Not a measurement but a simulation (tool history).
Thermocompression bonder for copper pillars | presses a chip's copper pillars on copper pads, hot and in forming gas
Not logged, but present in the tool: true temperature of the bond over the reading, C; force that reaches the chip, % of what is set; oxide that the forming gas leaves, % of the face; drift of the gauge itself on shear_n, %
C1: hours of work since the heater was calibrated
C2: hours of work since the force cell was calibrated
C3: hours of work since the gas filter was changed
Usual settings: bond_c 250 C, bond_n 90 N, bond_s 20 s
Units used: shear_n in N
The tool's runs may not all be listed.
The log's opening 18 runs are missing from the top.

{"run": 19, "hour": 645.4, "bond_c": 250, "bond_n": 90, "bond_s": 20, "C1": 618, "C2": 618, "C3": 24, "shear_n": 49.7}
{"run": 20, "hour": 674.0, "bond_c": 246, "bond_n": 90, "bond_s": 20, "C1": 630, "C2": 630, "C3": 35, "shear_n": 46.3}
{"run": 21, "hour": 718.5, "bond_c": 279, "bond_n": 85, "bond_s": 13, "C1": 647, "C2": 647, "C3": 53, "shear_n": 58.9}
{"run": 22, "hour": 758.7, "bond_c": 223, "bond_n": 90, "bond_s": 12, "C1": 664, "C2": 664, "C3": 69, "shear_n": 25.2}
{"run": 23, "hour": 783.5, "bond_c": 225, "bond_n": 90, "bond_s": 40, "C1": 674, "C2": 674, "C3": 79, "shear_n": 42.1}
{"run": 24, "hour": 834.7, "bond_c": 250, "bond_n": 90, "bond_s": 13, "C1": 694, "C2": 694, "C3": 100, "shear_n": 40.5}
{"run": 25, "hour": 874.5, "bond_c": 250, "bond_n": 90, "bond_s": 13, "C1": 710, "C2": 710, "C3": 116, "shear_n": 41.1}
{"hour": 878.6, "done": "forming gas filter changed"}
{"run": 26, "hour": 902.3, "bond_c": 268, "bond_n": 111, "bond_s": 17, "C1": 721, "C2": 721, "C3": 10, "shear_n": 62.8}
{"run": 27, "hour": 943.7, "bond_c": 245, "bond_n": 58, "bond_s": 59, "C1": 738, "C2": 738, "C3": 26, "shear_n": 54}
{"run": 28, "hour": 975.0, "bond_c": 245, "bond_n": 97, "bond_s": 11, "C1": 750, "C2": 750, "C3": 39, "shear_n": 38.1}
{"run": 29, "hour": 997.4, "bond_c": 250, "bond_n": 90, "bond_s": 27, "C1": 759, "C2": 759, "C3": 48, "shear_n": 52.5}
{"run": 30, "hour": 1037.5, "bond_c": 267, "bond_n": 129, "bond_s": 16, "C1": 775, "C2": 775, "C3": 64, "shear_n": 61.8}
{"run": 31, "hour": 1075.4, "bond_c": 250, "bond_n": 90, "bond_s": 10, "C1": 791, "C2": 791, "C3": 79, "shear_n": 36.8}
{"run": 32, "hour": 1108.3, "bond_c": 247, "bond_n": 90, "bond_s": 10, "C1": 804, "C2": 804, "C3": 92, "shear_n": 35.2}
{"run": 33, "hour": 1150.8, "bond_c": 237, "bond_n": 90, "bond_s": 12, "C1": 821, "C2": 821, "C3": 109, "shear_n": 32.8}
{"hour": 1170.2, "done": "forming gas filter changed"}
{"run": 34, "hour": 1199.2, "bond_c": 250, "bond_n": 75, "bond_s": 25, "C1": 840, "C2": 840, "C3": 12, "shear_n": 49}
{"run": 35, "hour": 1231.4, "bond_c": 250, "bond_n": 75, "bond_s": 25, "C1": 853, "C2": 853, "C3": 25, "shear_n": 48.1}
{"run": 36, "hour": 1252.2, "bond_c": 250, "bond_n": 126, "bond_s": 16, "C1": 861, "C2": 861, "C3": 33, "shear_n": 51.4}
{"run": 37, "hour": 1293.2, "bond_c": 269, "bond_n": 74, "bond_s": 18, "C1": 878, "C2": 878, "C3": 49, "shear_n": 54.2}
{"run": 38, "hour": 1341.4, "bond_c": 270, "bond_n": 67, "bond_s": 18, "C1": 897, "C2": 897, "C3": 69, "shear_n": 52.2}
{"run": 39, "hour": 1385.4, "bond_c": 270, "bond_n": 67, "bond_s": 18, "C1": 915, "C2": 915, "C3": 86, "shear_n": 51.9}
{"run": 40, "hour": 1418.3, "bond_c": 270, "bond_n": 67, "bond_s": 18, "C1": 928, "C2": 928, "C3": 100, "shear_n": 51.1}

3 options for the next run, each taken on its own from the tool as it stands now. Forecast them:
{"run": "A", "hour": 1443.6, "bond_c": 270, "bond_n": 90, "bond_s": 10, "C1": 938, "C2": 938, "C3": 110, "shear_n": "?"}
{"run": "B", "hour": 1443.6, "bond_c": 250, "bond_n": 118, "bond_s": 14, "C1": 938, "C2": 938, "C3": 110, "shear_n": "?"}
{"run": "C", "hour": 1443.6, "bond_c": 250, "bond_n": 58, "bond_s": 10, "C1": 938, "C2": 938, "C3": 110, "shear_n": "?"}

run=A shear_n=47.5
run=B shear_n=45.9
run=C shear_n=29.5
Stripped of hidden state, with their random variation kept, the same runs would have yielded:
run=A shear_n=52.2
run=B shear_n=50.7
run=C shear_n=32.8
